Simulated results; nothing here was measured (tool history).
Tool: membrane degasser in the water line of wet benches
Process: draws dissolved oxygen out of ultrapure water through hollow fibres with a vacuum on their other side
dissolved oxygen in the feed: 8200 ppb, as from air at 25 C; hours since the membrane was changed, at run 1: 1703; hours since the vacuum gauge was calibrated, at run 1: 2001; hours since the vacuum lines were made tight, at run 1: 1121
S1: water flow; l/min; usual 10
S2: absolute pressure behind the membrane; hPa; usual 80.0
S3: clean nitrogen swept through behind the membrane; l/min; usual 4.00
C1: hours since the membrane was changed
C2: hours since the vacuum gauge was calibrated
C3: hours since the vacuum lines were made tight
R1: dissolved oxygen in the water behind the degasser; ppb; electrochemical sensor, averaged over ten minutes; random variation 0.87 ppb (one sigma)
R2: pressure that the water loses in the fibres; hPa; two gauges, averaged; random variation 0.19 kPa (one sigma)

run    hour  S1     S2    S3    C1    C2    C3     R1     R2
  1     0.0  10   80.0  4.00  1703  2001  1121   84.7  408.0
  2   179.8  10   80.0  4.00  1882  2181  1301   85.1  409.2
  3   393.0   9   80.0  4.00  2096  2394  1514   65.0  367.1
  4   595.9   9   80.0  4.00  2298  2597  1717   64.5  369.7
  5   715.8  10   80.0  5.61  2418  2717  1837   77.2  410.1
  6   864.4  10   80.0  2.99  2567  2865  1986   94.6  409.5
  7   991.5  10   77.3  4.00  2694  2992  2113   85.1  408.4
  8  1099.6  10   77.3  4.95  2802  3100  2221   79.3  410.6
  9  1191.0  10   65.2  4.95  2894  3192  2312   73.7  411.2
 10  1306.4  10  113.4  4.95  3009  3307  2428   98.6  409.9
 11  1410.3  10   80.0  4.00  3113  3411  2531   87.0  412.4
 12  1631.3  10   80.0  4.00  3334  3632  2752   88.2  410.6
 13  1853.9  13   80.0  4.00  3556  3855  2975  176.5  538.4
 14  2024.3  13   80.0  4.00  3727  4025  3145  171.1  535.6
 15  2233.1  13   80.0  4.00  3936  4234  3354  174.3  537.2
 16  2365.9  10   80.0  4.00  4068  4367  3487   88.4  410.0
 17  2584.2  15  137.4  9.39  4287  4585  3705  249.7  621.2
 18  2800.0  13   80.0  4.00  4503  4801  3921  175.8  538.5
 19  2928.6  13  169.9  4.40  4631  4929  4050  236.1  535.3
 20  3141.1  13  169.9  4.40  4844  5142  4262  233.7  542.0
 21  3341.4  10   94.1  1.87  5044  5342  4463  144.3  409.8
 22  3513.3  12   94.1  1.87  5216  5514  4634  204.9  496.3
 23  3623.6  12   94.1  1.87  5326  5624  4745  207.5  500.7
 24  3742.3   7  157.0  1.87  5445  5743  4863  132.0  292.1
 25  3845.0  10   80.0  2.58  5548  5846  4966  110.4  416.7
 26  4050.6   9   94.4  2.82  5753  6051  5172   91.8  375.5
 27  4175.5  11   94.4  1.80  5878  6176  5297  178.2  460.4
     4203.7  -- vacuum gauge calibrated
 28  4384.8  15   94.4  5.97  6087   181  5505  251.9  626.8
 29  4565.2  15   94.4  5.97  6267   362  5686  250.8  624.6
 30  4692.9  15  106.6  6.65  6395   489  5814  251.0  624.1
 31  4827.2  15  106.6  6.65  6529   624  5948  254.3  623.2
 32  5033.7  15  106.6  6.65  6736   830  6154  256.7  629.5

Forecast each of these 3 alternatives for the next run:
  A  5247.8  15   66.5  6.65  6950  1044  6368   ?   ?
  B  5247.8  14  126.2  9.09  6950  1044  6368   ?   ?
  C  5247.8   8   63.4  6.90  6950  1044  6368   ?   ?

run     R1     R2
  A  235.6  630.1
  B  217.0  584.7
  C   35.6  334.1
Without the tool's hidden state the same runs would have given:
run     R1     R2
  A  208.3  608.2
  B  192.5  564.3
  C   30.0  322.5
